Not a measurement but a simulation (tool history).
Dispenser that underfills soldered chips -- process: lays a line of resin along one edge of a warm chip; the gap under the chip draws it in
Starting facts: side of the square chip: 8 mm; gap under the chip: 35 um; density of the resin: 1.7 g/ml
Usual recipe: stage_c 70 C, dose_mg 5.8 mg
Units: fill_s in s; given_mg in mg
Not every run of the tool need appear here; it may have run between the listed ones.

run,hour,stage_c,dose_mg,fill_s,given_mg
1,0,70,5.8,119.7,5.8
2,8.6,70,5.8,104.5,5.76
3,17.6,69,5.8,135.2,5.77
4,26.2,69,5.8,111.1,5.76
5,40.9,69,5.8,111.7,5.72
6,47.3,77,5.8,103.2,5.76
7,55.6,70,5.03,112.5,4.96
8,63.8,75,5.8,115.6,5.72
9,71.4,59,6,159.4,5.85
10,78,59,6,183.5,5.86
11,89.1,57,7.33,181.3,7.16
12,103.1,75,5.71,100.1,5.6
13,114.7,75,5.71,92.9,5.55
14,127.3,82,6.8,69.6,6.59

Not shown: 9 entries that the log had between the listed runs. Between which runs, and how does the tool's hidden state differ before and after?
From run 1 to run 2: new syringe of resin (hour 7.5)
  resin's viscosity, % of fresh resin's: 120 -> 105; dose that the valve gives, % of what is set: 99.97 -> 99.76; true chip temperature over the reading, C: -2.61 -> -2.65
  measured value less the no-hidden-state value, fill_s: +27.8 -> +13 s; given_mg: +0 -> -0.02 mg
From run 3 to run 4: new syringe of resin (hour 22.6)
  resin's viscosity, % of fresh resin's: 131.6 -> 108.9; dose that the valve gives, % of what is set: 99.53 -> 99.32; true chip temperature over the reading, C: -2.7 -> -2.74
  measured value less the no-hidden-state value, fill_s: +40.7 -> +17.6 s; given_mg: -0.03 -> -0.03 mg
From run 4 to run 5: new syringe of resin (hour 37.1)
  resin's viscosity, % of fresh resin's: 108.9 -> 109.1; dose that the valve gives, % of what is set: 99.32 -> 98.94; true chip temperature over the reading, C: -2.74 -> -2.82
  measured value less the no-hidden-state value, fill_s: +17.6 -> +18.1 s; given_mg: -0.03 -> -0.06 mg
From run 6 to run 7: new syringe of resin (hour 52.3)
  resin's viscosity, % of fresh resin's: 128 -> 109.9; dose that the valve gives, % of what is set: 98.79 -> 98.6; true chip temperature over the reading, C: -2.85 -> -2.9
  measured value less the no-hidden-state value, fill_s: +29.4 -> +19.4 s; given_mg: -0.07 -> -0.07 mg
From run 8 to run 9: new syringe of resin (hour 67.1)
  resin's viscosity, % of fresh resin's: 135 -> 110.7; dose that the valve gives, % of what is set: 98.4 -> 98.2; true chip temperature over the reading, C: -2.94 -> -2.98
  measured value less the no-hidden-state value, fill_s: +37.4 -> +29.4 s; given_mg: -0.09 -> -0.11 mg
From run 10 to run 11: new syringe of resin (hour 82)
  resin's viscosity, % of fresh resin's: 130.4 -> 119.9; dose that the valve gives, % of what is set: 98.03 -> 97.78; true chip temperature over the reading, C: -3.01 -> -3.07
  measured value less the no-hidden-state value, fill_s: +56.7 -> +45.3 s; given_mg: -0.11 -> -0.16 mg
From run 11 to run 12: new syringe of resin (hour 96.8)
  resin's viscosity, % of fresh resin's: 119.9 -> 117.4; dose that the valve gives, % of what is set: 97.78 -> 97.42; true chip temperature over the reading, C: -3.07 -> -3.14
  measured value less the no-hidden-state value, fill_s: +45.3 -> +22.9 s; given_mg: -0.16 -> -0.15 mg
From run 12 to run 13: new syringe of resin (hour 112.1)
  resin's viscosity, % of fresh resin's: 117.4 -> 107.7; dose that the valve gives, % of what is set: 97.42 -> 97.14; true chip temperature over the reading, C: -3.14 -> -3.19
  measured value less the no-hidden-state value, fill_s: +22.9 -> +15 s; given_mg: -0.15 -> -0.16 mg
From run 13 to run 14: new syringe of resin (hour 126.8)
  resin's viscosity, % of fresh resin's: 107.7 -> 101.7; dose that the valve gives, % of what is set: 97.14 -> 96.82; true chip temperature over the reading, C: -3.19 -> -3.25
  measured value less the no-hidden-state value, fill_s: +15 -> +7.6 s; given_mg: -0.16 -> -0.22 mg
